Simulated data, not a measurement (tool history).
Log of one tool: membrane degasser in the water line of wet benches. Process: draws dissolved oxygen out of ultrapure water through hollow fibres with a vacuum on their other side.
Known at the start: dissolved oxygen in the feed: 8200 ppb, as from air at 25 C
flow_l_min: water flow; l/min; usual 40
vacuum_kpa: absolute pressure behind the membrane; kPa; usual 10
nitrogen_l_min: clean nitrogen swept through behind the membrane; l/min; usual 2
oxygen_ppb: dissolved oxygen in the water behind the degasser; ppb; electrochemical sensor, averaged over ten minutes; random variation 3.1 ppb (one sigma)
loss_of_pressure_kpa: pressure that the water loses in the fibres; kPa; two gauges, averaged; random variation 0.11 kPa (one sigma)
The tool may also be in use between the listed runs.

{"run": 1, "hour": 0.0, "flow_l_min": 40, "vacuum_kpa": 10, "nitrogen_l_min": 2, "oxygen_ppb": 434, "loss_of_pressure_kpa": 32.9}
{"run": 2, "hour": 32.2, "flow_l_min": 40, "vacuum_kpa": 10, "nitrogen_l_min": 2, "oxygen_ppb": 435.7, "loss_of_pressure_kpa": 32.91}
{"run": 3, "hour": 82.9, "flow_l_min": 40, "vacuum_kpa": 6.3, "nitrogen_l_min": 2, "oxygen_ppb": 283, "loss_of_pressure_kpa": 33.15}
{"run": 4, "hour": 111.3, "flow_l_min": 40, "vacuum_kpa": 6.3, "nitrogen_l_min": 2, "oxygen_ppb": 282.6, "loss_of_pressure_kpa": 32.92}
{"run": 5, "hour": 138.0, "flow_l_min": 40, "vacuum_kpa": 6.3, "nitrogen_l_min": 2, "oxygen_ppb": 278.1, "loss_of_pressure_kpa": 32.97}
{"run": 6, "hour": 191.1, "flow_l_min": 40, "vacuum_kpa": 11.3, "nitrogen_l_min": 2, "oxygen_ppb": 486.3, "loss_of_pressure_kpa": 33.05}
{"run": 7, "hour": 222.9, "flow_l_min": 40, "vacuum_kpa": 11.3, "nitrogen_l_min": 2, "oxygen_ppb": 484.7, "loss_of_pressure_kpa": 32.97}
{"run": 8, "hour": 255.3, "flow_l_min": 40, "vacuum_kpa": 12.9, "nitrogen_l_min": 2, "oxygen_ppb": 548.2, "loss_of_pressure_kpa": 32.87}
{"run": 9, "hour": 304.7, "flow_l_min": 40, "vacuum_kpa": 12.9, "nitrogen_l_min": 5.9, "oxygen_ppb": 297, "loss_of_pressure_kpa": 33.02}
{"run": 10, "hour": 348.5, "flow_l_min": 40, "vacuum_kpa": 12.9, "nitrogen_l_min": 5.9, "oxygen_ppb": 297.1, "loss_of_pressure_kpa": 32.96}
{"run": 11, "hour": 403.8, "flow_l_min": 40, "vacuum_kpa": 12.9, "nitrogen_l_min": 5.9, "oxygen_ppb": 298.2, "loss_of_pressure_kpa": 32.89}
{"hour": 406.8, "done": "vacuum gauge calibrated"}
{"run": 12, "hour": 446.2, "flow_l_min": 40, "vacuum_kpa": 12.9, "nitrogen_l_min": 5.9, "oxygen_ppb": 294, "loss_of_pressure_kpa": 33.04}
{"run": 13, "hour": 473.7, "flow_l_min": 40, "vacuum_kpa": 6.4, "nitrogen_l_min": 2, "oxygen_ppb": 286.9, "loss_of_pressure_kpa": 33}
{"run": 14, "hour": 500.4, "flow_l_min": 40, "vacuum_kpa": 6.4, "nitrogen_l_min": 2, "oxygen_ppb": 290.9, "loss_of_pressure_kpa": 32.89}
{"run": 15, "hour": 538.2, "flow_l_min": 40, "vacuum_kpa": 10, "nitrogen_l_min": 2, "oxygen_ppb": 440.7, "loss_of_pressure_kpa": 33.01}
{"run": 16, "hour": 588.5, "flow_l_min": 40, "vacuum_kpa": 10, "nitrogen_l_min": 5.75, "oxygen_ppb": 254.6, "loss_of_pressure_kpa": 32.92}
{"hour": 597.3, "done": "vacuum gauge calibrated, once more"}
{"run": 17, "hour": 625.5, "flow_l_min": 59, "vacuum_kpa": 13.5, "nitrogen_l_min": 2.43, "oxygen_ppb": 745.7, "loss_of_pressure_kpa": 48.65}
{"run": 18, "hour": 664.9, "flow_l_min": 25, "vacuum_kpa": 8, "nitrogen_l_min": 0.97, "oxygen_ppb": 321, "loss_of_pressure_kpa": 20.77}
{"run": 19, "hour": 714.3, "flow_l_min": 53, "vacuum_kpa": 10, "nitrogen_l_min": 1.15, "oxygen_ppb": 767.5, "loss_of_pressure_kpa": 43.71}
{"run": 20, "hour": 767.2, "flow_l_min": 40, "vacuum_kpa": 6.9, "nitrogen_l_min": 2.27, "oxygen_ppb": 279.7, "loss_of_pressure_kpa": 33.03}
{"run": 21, "hour": 797.8, "flow_l_min": 40, "vacuum_kpa": 6.9, "nitrogen_l_min": 2.27, "oxygen_ppb": 282.7, "loss_of_pressure_kpa": 33.07}
{"run": 22, "hour": 846.7, "flow_l_min": 40, "vacuum_kpa": 6.9, "nitrogen_l_min": 2.27, "oxygen_ppb": 279.4, "loss_of_pressure_kpa": 32.93}
{"run": 23, "hour": 897.5, "flow_l_min": 36, "vacuum_kpa": 11, "nitrogen_l_min": 1.53, "oxygen_ppb": 502.7, "loss_of_pressure_kpa": 29.79}
{"run": 24, "hour": 933.4, "flow_l_min": 37, "vacuum_kpa": 7.3, "nitrogen_l_min": 1.85, "oxygen_ppb": 302.2, "loss_of_pressure_kpa": 30.55}
{"run": 25, "hour": 967.6, "flow_l_min": 37, "vacuum_kpa": 7.3, "nitrogen_l_min": 1.85, "oxygen_ppb": 304, "loss_of_pressure_kpa": 30.35}
{"run": 26, "hour": 1000.1, "flow_l_min": 30, "vacuum_kpa": 11, "nitrogen_l_min": 2.68, "oxygen_ppb": 288.5, "loss_of_pressure_kpa": 24.78}
{"run": 27, "hour": 1043.2, "flow_l_min": 46, "vacuum_kpa": 10, "nitrogen_l_min": 2, "oxygen_ppb": 501, "loss_of_pressure_kpa": 37.73}
{"run": 28, "hour": 1074.0, "flow_l_min": 29, "vacuum_kpa": 13.7, "nitrogen_l_min": 2, "oxygen_ppb": 420.5, "loss_of_pressure_kpa": 23.94}
{"run": 29, "hour": 1101.5, "flow_l_min": 25, "vacuum_kpa": 20.7, "nitrogen_l_min": 1.14, "oxygen_ppb": 844.1, "loss_of_pressure_kpa": 20.68}
{"run": 30, "hour": 1147.0, "flow_l_min": 41, "vacuum_kpa": 10, "nitrogen_l_min": 1.47, "oxygen_ppb": 529.1, "loss_of_pressure_kpa": 33.85}
{"run": 31, "hour": 1171.0, "flow_l_min": 64, "vacuum_kpa": 10, "nitrogen_l_min": 3.85, "oxygen_ppb": 522.3, "loss_of_pressure_kpa": 52.71}
{"run": 32, "hour": 1227.3, "flow_l_min": 40, "vacuum_kpa": 20.5, "nitrogen_l_min": 2, "oxygen_ppb": 835, "loss_of_pressure_kpa": 33.1}

Forecast each of these 4 alternatives for the next run:
{"run": "A", "hour": 1279.0, "flow_l_min": 62, "vacuum_kpa": 19.6, "nitrogen_l_min": 1.29, "oxygen_ppb": "?", "loss_of_pressure_kpa": "?"}
{"run": "B", "hour": 1279.0, "flow_l_min": 38, "vacuum_kpa": 7.5, "nitrogen_l_min": 2, "oxygen_ppb": "?", "loss_of_pressure_kpa": "?"}
{"run": "C", "hour": 1279.0, "flow_l_min": 40, "vacuum_kpa": 20.5, "nitrogen_l_min": 3.54, "oxygen_ppb": "?", "loss_of_pressure_kpa": "?"}
{"run": "D", "hour": 1279.0, "flow_l_min": 47, "vacuum_kpa": 20.5, "nitrogen_l_min": 2, "oxygen_ppb": "?", "loss_of_pressure_kpa": "?"}

run=A oxygen_ppb=1519.7 loss_of_pressure_kpa=51
run=B oxygen_ppb=310.2 loss_of_pressure_kpa=31.32
run=C oxygen_ppb=567.7 loss_of_pressure_kpa=32.99
run=D oxygen_ppb=966.9 loss_of_pressure_kpa=38.84
Without the tool's hidden state the same runs would have given:
run=A oxygen_ppb=1508.9 loss_of_pressure_kpa=50.5
run=B oxygen_ppb=301.1 loss_of_pressure_kpa=31.02
run=C oxygen_ppb=555.1 loss_of_pressure_kpa=32.67
run=D oxygen_ppb=952.8 loss_of_pressure_kpa=38.46
